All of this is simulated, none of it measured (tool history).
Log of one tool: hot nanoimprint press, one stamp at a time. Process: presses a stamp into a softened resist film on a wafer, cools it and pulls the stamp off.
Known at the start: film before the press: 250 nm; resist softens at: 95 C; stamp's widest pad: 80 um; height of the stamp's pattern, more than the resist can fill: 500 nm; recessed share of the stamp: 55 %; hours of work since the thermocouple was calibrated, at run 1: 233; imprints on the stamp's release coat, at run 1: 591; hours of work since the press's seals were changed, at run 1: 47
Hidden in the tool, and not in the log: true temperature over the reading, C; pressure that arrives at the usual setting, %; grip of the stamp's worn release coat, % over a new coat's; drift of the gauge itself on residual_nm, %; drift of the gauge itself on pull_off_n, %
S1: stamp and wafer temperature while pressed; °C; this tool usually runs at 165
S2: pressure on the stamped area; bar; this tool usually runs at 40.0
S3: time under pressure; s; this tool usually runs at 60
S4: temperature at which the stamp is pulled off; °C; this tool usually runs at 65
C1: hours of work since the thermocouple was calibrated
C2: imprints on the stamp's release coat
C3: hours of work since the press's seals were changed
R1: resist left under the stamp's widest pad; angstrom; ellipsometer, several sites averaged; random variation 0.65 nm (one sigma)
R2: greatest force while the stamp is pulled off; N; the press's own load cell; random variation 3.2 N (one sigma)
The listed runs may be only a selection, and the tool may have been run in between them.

Run 1, hour 0.0: usual settings; C1 233; C2 591; C3 47. Result: R1 1467 angstrom, R2 158 N.
Run 2, hour 23.6: usual settings; C1 249; C2 699; C3 63. Result: R1 1473 angstrom, R2 151 N.
Run 3, hour 65.0: usual settings; C1 276; C2 889; C3 90. Result: R1 1468 angstrom, R2 156 N.
At hour 81.9: plate thermocouple calibrated.
Run 4, hour 89.7: usual settings but S1 157 °C; C1 5; C2 989; C3 104. Result: R1 1884 angstrom, R2 156 N.
Run 5, hour 108.1: usual settings but S1 157 °C; C1 17; C2 1073; C3 116. Result: R1 1903 angstrom, R2 155 N.
Run 6, hour 130.0: usual settings but S1 160 °C; C1 32; C2 1174; C3 130. Result: R1 1730 angstrom, R2 155 N.
Run 7, hour 171.3: usual settings; C1 59; C2 1363; C3 157. Result: R1 1468 angstrom, R2 154 N.
Run 8, hour 209.6: usual settings but S4 73 °C; C1 84; C2 1539; C3 182. Result: R1 1486 angstrom, R2 152 N.
At hour 218.8: stamp cleaned and given a new release coat.
Run 9, hour 247.7: usual settings but S2 58.0 bar, S3 91 s, S4 73 °C; C1 105; C2 133; C3 204. Result: R1 1087 angstrom, R2 144 N.
Run 10, hour 286.4: usual settings but S1 171 °C, S2 52.8 bar; C1 130; C2 310; C3 229. Result: R1 1047 angstrom, R2 154 N.
Run 11, hour 318.7: usual settings but S1 162 °C, S2 60.2 bar, S3 62 s, S4 64 °C; C1 151; C2 458; C3 250. Result: R1 1383 angstrom, R2 158 N.
Run 12, hour 352.8: usual settings but S1 173 °C, S2 54.5 bar, S3 54 s, S4 64 °C; C1 174; C2 615; C3 272. Result: R1 994 angstrom, R2 156 N.
Run 13, hour 376.4: usual settings but S1 153 °C, S2 54.5 bar, S3 54 s, S4 64 °C; C1 189; C2 723; C3 288. Result: R1 1999 angstrom, R2 153 N.
Run 14, hour 418.9: usual settings but S1 153 °C, S2 54.5 bar, S3 54 s, S4 62 °C; C1 217; C2 919; C3 316. Result: R1 1974 angstrom, R2 158 N.
Run 15, hour 454.3: usual settings but S1 170 °C, S2 50.2 bar, S3 110 s, S4 58 °C; C1 240; C2 1081; C3 339. Result: R1 881 angstrom, R2 163 N.

What if the next run were any one of these 4? Each begins from the tool's condition after run 15:
Run A, hour 485.6: usual settings but S2 57.4 bar; C1 261; C2 1225; C3 359. Result: R1 ?, R2 ?.
Run B, hour 485.6: usual settings but S1 156 °C, S2 50.2 bar, S3 88 s, S4 63 °C; C1 261; C2 1225; C3 359. Result: R1 ?, R2 ?.
Run C, hour 485.6: usual settings but S4 61 °C; C1 261; C2 1225; C3 359. Result: R1 ?, R2 ?.
Run D, hour 485.6: usual settings but S1 170 °C, S2 44.6 bar, S3 61 s, S4 55 °C; C1 261; C2 1225; C3 359. Result: R1 ?, R2 ?.

run    R1   R2
  A  1270  158
  B  1672  152
  C  1491  161
  D  1182  169
Without the tool's unlogged condition, the same runs would have read:
run    R1   R2
  A  1257  156
  B  1656  150
  C  1477  158
  D  1170  166

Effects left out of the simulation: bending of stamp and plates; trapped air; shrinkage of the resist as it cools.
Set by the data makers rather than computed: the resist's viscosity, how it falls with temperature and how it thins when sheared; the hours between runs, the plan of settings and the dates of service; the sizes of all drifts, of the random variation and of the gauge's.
